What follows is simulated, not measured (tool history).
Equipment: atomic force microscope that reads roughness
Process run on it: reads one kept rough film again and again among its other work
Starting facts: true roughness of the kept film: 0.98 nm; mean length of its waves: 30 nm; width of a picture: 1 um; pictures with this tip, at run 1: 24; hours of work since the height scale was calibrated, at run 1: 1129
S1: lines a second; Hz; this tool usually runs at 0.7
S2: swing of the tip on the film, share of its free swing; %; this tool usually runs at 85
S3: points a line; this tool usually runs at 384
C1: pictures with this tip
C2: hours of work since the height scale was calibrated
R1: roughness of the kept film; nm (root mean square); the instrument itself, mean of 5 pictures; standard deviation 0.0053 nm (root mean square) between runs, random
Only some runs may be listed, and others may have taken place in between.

Run 1, hour 0: usual settings; C1 24; C2 1129. Result: R1 0.865 nm (root mean square).
Run 2, hour 33.3: usual settings; C1 106; C2 1154. Result: R1 0.81 nm (root mean square).
At hour 37.6: new tip fitted.
Run 3, hour 80: usual settings; C1 104; C2 1189. Result: R1 0.827 nm (root mean square).
At hour 87.5: new tip fitted.
Run 4, hour 115.7: usual settings; C1 69; C2 1215. Result: R1 0.836 nm (root mean square).
At hour 134.8: new tip fitted.
Run 5, hour 151: usual settings but S2 57 %; C1 40; C2 1241. Result: R1 0.911 nm (root mean square).
Run 6, hour 171.9: usual settings; C1 92; C2 1257. Result: R1 0.83 nm (root mean square).
At hour 181.9: new tip fitted.
Run 7, hour 208.4: usual settings; C1 65; C2 1284. Result: R1 0.833 nm (root mean square).
At hour 229.2: new tip fitted.
Run 8, hour 236.8: usual settings; C1 19; C2 1304. Result: R1 0.87 nm (root mean square).
At hour 278.4: new tip fitted.
Run 9, hour 286.3: usual settings but S1 2.869 Hz; C1 20; C2 1341. Result: R1 0.701 nm (root mean square).
Run 10, hour 319.2: usual settings but S1 2.869 Hz; C1 101; C2 1366. Result: R1 0.66 nm (root mean square).
At hour 326.6: new tip fitted.
Run 11, hour 357.7: usual settings but S1 2.869 Hz; C1 77; C2 1394. Result: R1 0.672 nm (root mean square).
At hour 373.5: new tip fitted.
Run 12, hour 383.2: usual settings; C1 24; C2 1413. Result: R1 0.863 nm (root mean square).
At hour 421: new tip fitted.
Run 13, hour 426.1: usual settings but S1 1.298 Hz; C1 13; C2 1445. Result: R1 0.817 nm (root mean square).
At hour 467.7: new tip fitted.
Run 14, hour 467.7: usual settings but S1 1.298 Hz; C1 0; C2 1475. Result: R1 0.831 nm (root mean square).
Run 15, hour 509: usual settings but S1 1.298 Hz; C1 102; C2 1506. Result: R1 0.772 nm (root mean square).
At hour 516: new tip fitted.
Run 16, hour 531.4: usual settings but S1 1.298 Hz; C1 38; C2 1523. Result: R1 0.811 nm (root mean square).
Run 17, hour 561.2: usual settings but S1 1.298 Hz; C1 111; C2 1545. Result: R1 0.776 nm (root mean square).
At hour 563.9: new tip fitted.
Run 18, hour 608.2: usual settings but S2 55 %; C1 109; C2 1580. Result: R1 0.868 nm (root mean square).
At hour 613.1: new tip fitted.
Run 19, hour 639.3: usual settings but S3 370; C1 64; C2 1603. Result: R1 0.845 nm (root mean square).
At hour 661.9: new tip fitted.
Run 20, hour 664.4: usual settings but S3 370; C1 6; C2 1621. Result: R1 0.885 nm (root mean square).
Run 21, hour 684: usual settings but S2 61 %, S3 370; C1 54; C2 1636. Result: R1 0.904 nm (root mean square).
At hour 710.1: new tip fitted.
Run 22, hour 729.9: usual settings; C1 49; C2 1670. Result: R1 0.854 nm (root mean square).
Run 23, hour 750.5: usual settings; C1 100; C2 1685. Result: R1 0.822 nm (root mean square).
At hour 756.9: new tip fitted.
Run 24, hour 786.5: usual settings; C1 72; C2 1711. Result: R1 0.836 nm (root mean square).
At hour 803.4: new tip fitted.
Run 25, hour 820.3: usual settings; C1 42; C2 1736. Result: R1 0.866 nm (root mean square).
At hour 852.3: new tip fitted.
Run 26, hour 861.4: usual settings but S1 0.796 Hz, S2 62 %; C1 23; C2 1767. Result: R1 0.918 nm (root mean square).
Run 27, hour 890.8: usual settings but S1 0.796 Hz, S2 62 %; C1 95; C2 1789. Result: R1 0.874 nm (root mean square).
At hour 900.1: new tip fitted.
Run 28, hour 914.8: usual settings but S1 1.091 Hz, S2 62 %, S3 256; C1 36; C2 1806. Result: R1 0.891 nm (root mean square).
At hour 946.9: new tip fitted.
Run 29, hour 950.4: usual settings but S1 2.731 Hz, S2 56 %; C1 8; C2 1833. Result: R1 0.903 nm (root mean square).
At hour 995.8: new tip fitted.
Run 30, hour 998.2: usual settings but S1 2.731 Hz, S2 56 %; C1 6; C2 1868. Result: R1 0.904 nm (root mean square).
Run 31, hour 1038.1: usual settings but S1 0.753 Hz, S2 69 %; C1 105; C2 1898. Result: R1 0.86 nm (root mean square).
At hour 1042.2: new tip fitted.
Run 32, hour 1063.9: usual settings but S1 0.753 Hz, S2 69 %; C1 54; C2 1917. Result: R1 0.887 nm (root mean square).
Run 33, hour 1084.6: usual settings but S1 0.753 Hz, S2 69 %; C1 105; C2 1932. Result: R1 0.853 nm (root mean square).
At hour 1089.4: new tip fitted.
Run 34, hour 1131.2: usual settings but S1 0.753 Hz, S2 69 %; C1 103; C2 1967. Result: R1 0.854 nm (root mean square).
At hour 1137.9: new tip fitted.
Run 35, hour 1172.7: usual settings but S1 2.04 Hz, S2 62 %, S3 349; C1 86; C2 1997. Result: R1 0.839 nm (root mean square).
At hour 1187.3: new tip fitted.
Run 36, hour 1195.3: usual settings but S1 2.04 Hz, S2 62 %, S3 349; C1 20; C2 2014. Result: R1 0.889 nm (root mean square).
Run 37, hour 1218.4: usual settings but S1 2.04 Hz, S2 62 %, S3 349; C1 77; C2 2031. Result: R1 0.841 nm (root mean square).
At hour 1236.5: new tip fitted.
Run 38, hour 1265.5: usual settings but S1 2.04 Hz, S2 69 %, S3 1011; C1 72; C2 2066. Result: R1 0.828 nm (root mean square).
At hour 1284.4: new tip fitted.
Run 39, hour 1288.3: usual settings but S1 3.694 Hz, S2 79 %; C1 10; C2 2083. Result: R1 0.712 nm (root mean square).
Run 40, hour 1316.7: usual settings but S1 1.408 Hz, S2 58 %; C1 80; C2 2104. Result: R1 0.877 nm (root mean square).
At hour 1331.2: new tip fitted.
Run 41, hour 1361.2: usual settings but S2 74 %, S3 1001; C1 74; C2 2137. Result: R1 0.863 nm (root mean square).
At hour 1377.5: new tip fitted.
Run 42, hour 1389: usual settings but S2 74 %, S3 1001; C1 29; C2 2157. Result: R1 0.907 nm (root mean square).
At hour 1425.9: new tip fitted.
Run 43, hour 1433.5: usual settings but S1 2.353 Hz, S2 77 %, S3 653; C1 19; C2 2190. Result: R1 0.809 nm (root mean square).
At hour 1473.9: new tip fitted.
Run 44, hour 1473.9: usual settings but S1 0.804 Hz, S2 77 %, S3 543; C1 0; C2 2220. Result: R1 0.907 nm (root mean square).
At hour 1489.2: height scale calibrated on a step standard.
Run 45, hour 1512: usual settings but S2 62 %; C1 92; C2 17. Result: R1 0.864 nm (root mean square).
At hour 1521.5: new tip fitted.
Run 46, hour 1546.3: usual settings but S1 0.584 Hz, S2 81 %, S3 905; C1 61; C2 42. Result: R1 0.869 nm (root mean square).
At hour 1568.7: new tip fitted.
Run 47, hour 1572.5: usual settings but S1 0.584 Hz, S2 81 %, S3 905; C1 9; C2 62. Result: R1 0.89 nm (root mean square).
Run 48, hour 1603.9: usual settings but S1 3.011 Hz, S2 62 %, S3 501; C1 87; C2 85. Result: R1 0.802 nm (root mean square).
At hour 1618: new tip fitted.
Run 49, hour 1644: usual settings but S1 1.8 Hz, S2 80 %, S3 501; C1 64; C2 115. Result: R1 0.78 nm (root mean square).
At hour 1667.7: new tip fitted.
Run 50, hour 1688.1: usual settings but S1 1.8 Hz, S2 80 %, S3 501; C1 50; C2 147. Result: R1 0.785 nm (root mean square).

Branching from run 50: 4 alternative next runs. What would each branch give?
At hour 1716.3: new tip fitted.
Run A, hour 1731.8: usual settings but S1 0.642 Hz, S2 56 %; C1 38; C2 180. Result: R1 ?.
At hour 1716.3: new tip fitted.
Run B, hour 1731.8: usual settings but S1 1.259 Hz, S3 538; C1 38; C2 180. Result: R1 ?.
At hour 1716.3: new tip fitted.
Run C, hour 1731.8: usual settings but S1 0.733 Hz, S2 77 %, S3 627; C1 38; C2 180. Result: R1 ?.
At hour 1716.3: new tip fitted.
Run D, hour 1731.8: usual settings but S1 0.697 Hz, S2 87 %, S3 791; C1 38; C2 180. Result: R1 ?.

run     R1
  A  0.907
  B  0.806
  C  0.864
  D  0.846
Had the tool no hidden state, the same runs would have come out as:
run     R1
  A  0.933
  B  0.829
  C   0.89
  D   0.87
